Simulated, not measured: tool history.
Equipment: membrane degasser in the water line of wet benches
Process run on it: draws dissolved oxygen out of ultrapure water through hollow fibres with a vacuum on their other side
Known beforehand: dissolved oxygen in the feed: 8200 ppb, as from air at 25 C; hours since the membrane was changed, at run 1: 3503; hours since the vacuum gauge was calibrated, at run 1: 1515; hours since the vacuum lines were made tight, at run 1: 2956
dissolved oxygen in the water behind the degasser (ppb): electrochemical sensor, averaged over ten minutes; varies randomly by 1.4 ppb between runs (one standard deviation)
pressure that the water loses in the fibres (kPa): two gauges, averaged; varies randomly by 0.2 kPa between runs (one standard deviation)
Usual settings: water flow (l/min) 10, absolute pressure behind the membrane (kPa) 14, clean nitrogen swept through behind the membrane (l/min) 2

run	hour	water flow (l/min)	absolute pressure behind the membrane (kPa)	clean nitrogen swept through behind the membrane (l/min)	hours since the membrane was changed	hours since the vacuum gauge was calibrated	hours since the vacuum lines were made tight	dissolved oxygen in the water behind the degasser (ppb)	pressure that the water loses in the fibres (kPa)
1	0	10	14	2	3503	1515	2956	144	46.83
2	240.8	10	14	2	3744	1756	3197	146	46.93
3	381.6	10	32.8	2	3885	1897	3338	367.2	47.23
4	539.8	10	14	3.15	4043	2055	3496	98.4	47.1
5	759.1	10	14	2	4262	2275	3715	149.1	46.93
6	941.9	10	14	2	4445	2457	3898	146.3	47.2
7	1118.8	10	14	4.16	4622	2634	4075	79.3	47.24
8	1279.7	10	9.8	2	4783	2795	4236	95.7	47.26
9	1440.7	10	9.8	2	4944	2956	4397	94.7	47.14
10	1606.6	10	14	2	5110	3122	4563	143.7	47.15
11	1786.2	10	14	2	5289	3302	4742	147.9	47.29
12	1954.6	10	14	2	5458	3470	4911	147	47.33
13	2199.4	10	14	2	5702	3715	5155	146.1	47.42
# hour 2315.7: vacuum gauge calibrated
14	2373.9	10	14	2	5876	58	5329	148.6	47.52
15	2619	10	14	2	6121	303	5574	146.5	47.92
16	2834.7	10	14	2	6337	519	5790	149.2	47.5
17	2963.8	10	14	2	6466	648	5919	145.3	47.6
18	3193.7	14	13.9	1.59	6696	878	6149	248.3	66.84
19	3406.8	14	13.9	1.59	6909	1091	6362	254.8	67.17
20	3554.5	10	9.6	2.88	7057	1239	6510	71.3	47.62
# hour 3610.3: vacuum gauge calibrated, once more
21	3704.4	10	9.6	2.88	7206	94	6659	70.9	48.15
22	3908	10	9.6	2.88	7410	298	6863	69.6	48.08
23	4101.4	12	10.8	1.39	7603	491	7056	175.4	57.46
24	4216.2	12	10.8	1.39	7718	606	7171	172.2	57.53
25	4387.9	7	14.7	2	7890	778	7343	109.5	33.86
26	4545.5	7	14	1.87	8047	935	7500	109.6	33.89
27	4782	7	26.9	1.27	8284	1172	7737	331.6	33.68
28	4961.7	8	14	1.66	8464	1351	7917	139.2	38.63
29	5191.9	10	16.3	3.3	8694	1582	8147	116.3	48.47
30	5396.7	9	14	2	8899	1786	8352	133.7	43.81
31	5556.7	7	16.7	4.05	9059	1946	8512	68.8	33.88
32	5664.1	7	16.7	4.05	9166	2054	8619	69	33.7
33	5915.8	7	16.7	4.05	9418	2306	8871	68.9	34.43

The logged runs with the hidden state left out (each run's random variation unchanged):
Hidden state at play: membrane still open, %; true pressure behind the membrane over the reading, kPa; air that leaks in behind the membrane, l/min; drift of the gauge itself on oxygen_ppb, %; drift of the gauge itself on loss_of_pressure_kpa, %.
run	dissolved oxygen in the water behind the degasser (ppb)	pressure that the water loses in the fibres (kPa)
1	140.3	45.86
2	141.8	45.89
3	359.2	46.15
4	94.8	45.98
5	144.2	45.75
6	141.3	45.97
7	75.6	45.96
8	91.3	45.94
9	90.1	45.77
10	137.9	45.74
11	141.8	45.82
12	140.6	45.82
13	139.5	45.85
14	141.6	45.9
15	139.2	46.23
16	141.5	45.75
17	137.7	45.81
18	236.9	64.25
19	242.7	64.49
20	65.3	45.66
21	66.2	46.15
22	64.8	46.02
23	167.9	54.93
24	164.6	54.96
25	103.1	32.32
26	103.1	32.32
27	314.9	32.05
28	131.3	36.73
29	108.4	46.02
30	125.3	41.55
31	63.1	32.09
32	63.1	31.89
33	63	32.56

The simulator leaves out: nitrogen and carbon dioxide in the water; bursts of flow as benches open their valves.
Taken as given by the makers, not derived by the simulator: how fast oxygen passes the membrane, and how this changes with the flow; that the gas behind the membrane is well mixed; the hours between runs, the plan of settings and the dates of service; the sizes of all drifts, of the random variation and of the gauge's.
